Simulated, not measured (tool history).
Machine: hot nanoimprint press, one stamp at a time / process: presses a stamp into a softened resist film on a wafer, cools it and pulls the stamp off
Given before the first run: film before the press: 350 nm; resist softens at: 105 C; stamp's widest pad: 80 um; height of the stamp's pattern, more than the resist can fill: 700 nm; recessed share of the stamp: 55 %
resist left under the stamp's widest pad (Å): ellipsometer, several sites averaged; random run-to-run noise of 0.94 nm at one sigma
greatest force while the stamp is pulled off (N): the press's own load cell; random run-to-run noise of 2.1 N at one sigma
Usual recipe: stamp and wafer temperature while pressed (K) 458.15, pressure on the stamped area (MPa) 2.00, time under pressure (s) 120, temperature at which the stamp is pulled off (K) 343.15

run,day,stamp and wafer temperature while pressed (K),pressure on the stamped area (MPa),time under pressure (s),temperature at which the stamp is pulled off (K),resist left under the stamp's widest pad (Å),greatest force while the stamp is pulled off (N)
1,0.000,458.15,2.00,120,343.15,1435,120
2,1.671,458.15,1.87,120,343.15,1491,124
# day 1.996: plate thermocouple calibrated
3,5.838,458.15,1.87,120,343.15,1390,119
4,8.954,458.15,1.87,120,343.15,1402,122
# day 12.088: stamp cleaned and given a new release coat
5,12.854,458.15,1.87,120,343.15,1400,97
6,15.129,458.15,1.87,120,343.15,1415,97
7,16.871,458.15,1.87,227,343.15,1104,100
8,19.679,458.15,1.87,227,343.15,1110,106
9,22.029,452.15,1.80,92,328.15,1880,138
10,26.088,452.15,1.80,92,328.15,1887,146
11,29.233,452.15,1.80,92,328.15,1922,149
12,31.446,458.15,1.77,166,343.15,1309,120

For run 13, what comes out?
13,33.504,458.15,2.44,120,338.15,?,?

Run 13 gave resist left under the stamp's widest pad (Å) 1308, greatest force while the stamp is pulled off (N) 136.
Had the tool carried no hidden state, the very same run would have given resist left under the stamp's widest pad (Å) 1212, greatest force while the stamp is pulled off (N) 106.
